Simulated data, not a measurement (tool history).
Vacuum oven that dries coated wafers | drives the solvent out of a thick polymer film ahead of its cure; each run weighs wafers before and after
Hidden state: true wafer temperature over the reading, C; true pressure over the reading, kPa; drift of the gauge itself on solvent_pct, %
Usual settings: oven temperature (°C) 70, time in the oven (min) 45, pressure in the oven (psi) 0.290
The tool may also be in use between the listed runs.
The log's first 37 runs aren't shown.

run,hour,oven temperature (°C),time in the oven (min),pressure in the oven (psi),hours of work since the thermocouples were calibrated,hours of work since the vacuum gauge was cleaned of residue,solvent left in the film (%)
38,2301.1,72,26,0.344,852,768,7.53
39,2351.8,81,42,0.263,872,789,3.26
40,2425.6,74,30,0.534,902,819,8.29
41,2489.9,74,36,0.437,928,845,7.17
42,2564.0,74,36,0.437,958,875,7.17
43,2644.8,59,63,0.226,991,907,8.49
44,2711.4,59,63,0.226,1018,934,8.49
45,2783.4,59,63,0.226,1047,963,8.69
# hour 2819.1: oven's thermocouples calibrated
46,2821.0,59,63,0.226,1,978,7.96

4 ways to go on from here, each from the tool as it stands after run 46. What would each give?
A,2897.7,61,63,0.760,32,1009,?
B,2897.7,74,45,0.290,32,1009,?
C,2897.7,59,57,0.226,32,1009,?
D,2897.7,73,63,0.289,32,1009,?

run,solvent left in the film (%)
A,13.42
B,4.93
C,8.29
D,4.64
Without the tool's hidden state the same runs would have given:
run,solvent left in the film (%)
A,13.42
B,4.27
C,7.37
D,3.93

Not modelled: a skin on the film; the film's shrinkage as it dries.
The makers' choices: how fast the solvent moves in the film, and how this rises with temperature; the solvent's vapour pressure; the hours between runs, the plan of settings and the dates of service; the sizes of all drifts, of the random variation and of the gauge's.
